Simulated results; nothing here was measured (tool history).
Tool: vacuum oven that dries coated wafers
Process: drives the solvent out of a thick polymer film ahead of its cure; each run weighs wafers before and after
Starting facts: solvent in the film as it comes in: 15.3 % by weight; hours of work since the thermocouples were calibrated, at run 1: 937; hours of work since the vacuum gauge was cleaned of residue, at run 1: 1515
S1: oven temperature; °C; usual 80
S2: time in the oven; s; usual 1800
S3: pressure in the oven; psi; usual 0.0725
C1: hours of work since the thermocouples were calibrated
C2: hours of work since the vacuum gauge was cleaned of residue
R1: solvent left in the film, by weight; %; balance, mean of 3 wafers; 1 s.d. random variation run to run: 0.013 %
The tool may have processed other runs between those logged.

{"run": 1, "hour": 0.0, "S1": 80, "S2": 1800, "S3": 0.0725, "C1": 937, "C2": 1515, "R1": 2.56}
{"hour": 32.6, "done": "oven's thermocouples calibrated"}
{"run": 2, "hour": 51.7, "S1": 80, "S2": 1800, "S3": 0.0725, "C1": 14, "C2": 1551, "R1": 2.42}
{"run": 3, "hour": 97.6, "S1": 80, "S2": 1800, "S3": 0.0725, "C1": 47, "C2": 1584, "R1": 2.45}
{"run": 4, "hour": 172.5, "S1": 80, "S2": 1800, "S3": 0.0725, "C1": 100, "C2": 1638, "R1": 2.43}
{"run": 5, "hour": 250.4, "S1": 80, "S2": 1800, "S3": 0.0725, "C1": 156, "C2": 1693, "R1": 2.41}
{"run": 6, "hour": 319.2, "S1": 80, "S2": 2340, "S3": 0.0725, "C1": 205, "C2": 1743, "R1": 1.64}
{"run": 7, "hour": 367.0, "S1": 80, "S2": 1800, "S3": 0.0725, "C1": 239, "C2": 1777, "R1": 2.39}
{"hour": 400.7, "done": "oven's thermocouples calibrated, once more"}
{"run": 8, "hour": 447.8, "S1": 80, "S2": 1800, "S3": 0.0725, "C1": 34, "C2": 1833, "R1": 2.86}
{"run": 9, "hour": 552.0, "S1": 86, "S2": 1800, "S3": 0.0725, "C1": 108, "C2": 1908, "R1": 1.74}
{"run": 10, "hour": 652.8, "S1": 86, "S2": 1800, "S3": 0.0725, "C1": 181, "C2": 1980, "R1": 1.72}
{"run": 11, "hour": 697.1, "S1": 86, "S2": 1800, "S3": 0.0725, "C1": 212, "C2": 2012, "R1": 1.73}
{"run": 12, "hour": 769.8, "S1": 86, "S2": 1800, "S3": 0.0725, "C1": 264, "C2": 2064, "R1": 1.69}
{"run": 13, "hour": 816.6, "S1": 86, "S2": 1800, "S3": 0.0725, "C1": 298, "C2": 2097, "R1": 1.69}
{"run": 14, "hour": 904.0, "S1": 86, "S2": 1800, "S3": 0.0725, "C1": 360, "C2": 2160, "R1": 1.71}
{"run": 15, "hour": 1006.0, "S1": 86, "S2": 1500, "S3": 0.0376, "C1": 433, "C2": 2233, "R1": 2.1}
{"run": 16, "hour": 1080.8, "S1": 86, "S2": 1500, "S3": 0.0376, "C1": 487, "C2": 2287, "R1": 2.09}
{"run": 17, "hour": 1150.0, "S1": 65, "S2": 3000, "S3": 0.0484, "C1": 537, "C2": 2336, "R1": 4.33}
{"hour": 1165.8, "done": "vacuum gauge cleaned of residue and calibrated"}
{"run": 18, "hour": 1237.8, "S1": 65, "S2": 3000, "S3": 0.0484, "C1": 598, "C2": 52, "R1": 3.63}
{"run": 19, "hour": 1329.3, "S1": 65, "S2": 3000, "S3": 0.0484, "C1": 664, "C2": 117, "R1": 3.65}
{"run": 20, "hour": 1384.7, "S1": 90, "S2": 1320, "S3": 0.0725, "C1": 704, "C2": 157, "R1": 1.63}
{"run": 21, "hour": 1445.7, "S1": 84, "S2": 2760, "S3": 0.2367, "C1": 747, "C2": 200, "R1": 1.34}
{"run": 22, "hour": 1492.2, "S1": 83, "S2": 1200, "S3": 0.0622, "C1": 781, "C2": 234, "R1": 3.27}
{"run": 23, "hour": 1541.6, "S1": 89, "S2": 2580, "S3": 0.0725, "C1": 816, "C2": 269, "R1": 0.47}

4 ways to go on from here, each from the tool as it stands after run 23. What would each give?
{"run": "A", "hour": 1606.0, "S1": 80, "S2": 2400, "S3": 0.0725, "C1": 862, "C2": 315, "R1": "?"}
{"run": "B", "hour": 1606.0, "S1": 73, "S2": 2580, "S3": 0.0554, "C1": 862, "C2": 315, "R1": "?"}
{"run": "C", "hour": 1606.0, "S1": 74, "S2": 1800, "S3": 0.0953, "C1": 862, "C2": 315, "R1": "?"}
{"run": "D", "hour": 1606.0, "S1": 78, "S2": 2280, "S3": 0.0725, "C1": 862, "C2": 315, "R1": "?"}

run=A R1=1.45
run=B R1=2.40
run=C R1=3.75
run=D R1=1.94
Take away the tool's hidden state, keep each run's random variation, and the runs would have read:
run=A R1=1.60
run=B R1=2.61
run=C R1=4.01
run=D R1=2.12

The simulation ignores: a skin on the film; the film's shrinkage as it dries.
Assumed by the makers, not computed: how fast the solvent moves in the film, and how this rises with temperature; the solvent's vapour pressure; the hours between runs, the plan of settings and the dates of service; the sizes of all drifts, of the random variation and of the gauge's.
